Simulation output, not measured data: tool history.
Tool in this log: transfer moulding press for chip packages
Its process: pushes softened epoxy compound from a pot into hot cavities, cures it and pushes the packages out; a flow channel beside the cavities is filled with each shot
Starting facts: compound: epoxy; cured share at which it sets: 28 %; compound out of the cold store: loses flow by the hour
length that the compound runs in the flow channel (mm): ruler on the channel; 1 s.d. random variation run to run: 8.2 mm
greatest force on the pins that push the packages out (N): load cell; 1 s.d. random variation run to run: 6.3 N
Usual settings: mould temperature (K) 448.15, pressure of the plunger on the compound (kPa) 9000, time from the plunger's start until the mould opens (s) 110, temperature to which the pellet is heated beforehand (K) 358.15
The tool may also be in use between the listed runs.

| run | hour | mould temperature (K) | pressure of the plunger on the compound (kPa) | time from the plunger's start until the mould opens (s) | temperature to which the pellet is heated beforehand (K) | incoming compound's hours out of the cold store | length that the compound runs in the flow channel (mm) | greatest force on the pins that push the packages out (N) |
|---|---|---|---|---|---|---|---|---|
| 1 | 0.0 | 448.15 | 9000 | 110 | 358.15 | 32.5 | 882 | 318 |
| 2 | 8.8 | 448.15 | 9000 | 110 | 358.15 | 29.6 | 906 | 330 |
| 3 | 15.9 | 448.15 | 7990 | 110 | 358.15 | 31.3 | 846 | 335 |
| 4 | 21.3 | 448.15 | 9000 | 110 | 358.15 | 38.2 | 856 | 343 |
| 5 | 29.7 | 448.15 | 9000 | 110 | 358.15 | 10.9 | 1024 | 389 |
| 6 | 35.9 | 448.15 | 9000 | 110 | 358.15 | 13.7 | 1005 | 377 |
| 7 | 45.6 | 448.15 | 9000 | 110 | 358.15 | 29.8 | 911 | 377 |
| 8 | 56.0 | 448.15 | 9000 | 110 | 361.15 | 29.8 | 906 | 393 |
| 9 | 67.2 | 448.15 | 9000 | 110 | 361.15 | 10.6 | 1009 | 414 |
|  | 69.7 | cavities cleaned with cleaning compound and waxed |
| 10 | 78.6 | 448.15 | 9000 | 110 | 358.15 | 36.2 | 859 | 460 |
| 11 | 91.2 | 448.15 | 9000 | 110 | 358.15 | 12.9 | 1013 | 484 |
| 12 | 101.5 | 448.15 | 9000 | 110 | 359.15 | 16.8 | 981 | 487 |
| 13 | 112.3 | 448.15 | 9000 | 110 | 359.15 | 21.0 | 960 | 459 |
| 14 | 119.2 | 448.15 | 9000 | 110 | 359.15 | 9.0 | 1029 | 477 |
| 15 | 124.7 | 448.15 | 9000 | 107 | 348.15 | 24.3 | 933 | 495 |
| 16 | 131.1 | 448.15 | 8800 | 107 | 359.15 | 8.5 | 1001 | 501 |
|  | 136.8 | cavities cleaned with cleaning compound and waxed, once more |
| 17 | 144.5 | 448.15 | 8800 | 107 | 359.15 | 21.3 | 925 | 297 |
| 18 | 156.1 | 449.15 | 7290 | 113 | 359.15 | 31.3 | 784 | 265 |
| 19 | 164.1 | 449.15 | 7290 | 113 | 359.15 | 26.6 | 814 | 282 |
| 20 | 174.6 | 449.15 | 7290 | 113 | 359.15 | 39.1 | 754 | 300 |
| 21 | 182.5 | 445.15 | 8060 | 142 | 361.15 | 12.3 | 936 | 297 |
| 22 | 187.9 | 453.15 | 9000 | 110 | 351.15 | 33.4 | 846 | 297 |
| 23 | 195.1 | 453.15 | 9000 | 110 | 351.15 | 46.8 | 779 | 292 |
| 24 | 201.4 | 453.15 | 9000 | 109 | 352.15 | 27.7 | 875 | 309 |
| 25 | 208.1 | 448.15 | 9000 | 110 | 364.15 | 27.6 | 889 | 377 |
| 26 | 220.5 | 450.15 | 8900 | 110 | 353.15 | 37.8 | 828 | 339 |
| 27 | 226.2 | 453.15 | 9000 | 140 | 356.15 | 44.7 | 799 | 294 |
|  | 235.1 | cavities cleaned with cleaning compound and waxed |
| 28 | 236.1 | 453.15 | 9000 | 140 | 356.15 | 27.5 | 878 | 202 |

Alternative continuations, all from the tool just after run 28; predict every row:
| A | 242.5 | 448.15 | 10000 | 140 | 358.15 | 25.1 | ? | ? |
| B | 242.5 | 448.15 | 8060 | 125 | 352.15 | 16.4 | ? | ? |
| C | 242.5 | 448.15 | 9000 | 103 | 358.15 | 20.1 | ? | ? |

| run | length that the compound runs in the flow channel (mm) | greatest force on the pins that push the packages out (N) |
|---|---|---|
| A | 957 | 217 |
| B | 909 | 240 |
| C | 940 | 313 |
Stripped of hidden state, with their random variation kept, the same runs would have yielded:
| run | length that the compound runs in the flow channel (mm) | greatest force on the pins that push the packages out (N) |
|---|---|---|
| A | 998 | 197 |
| B | 948 | 216 |
| C | 980 | 276 |
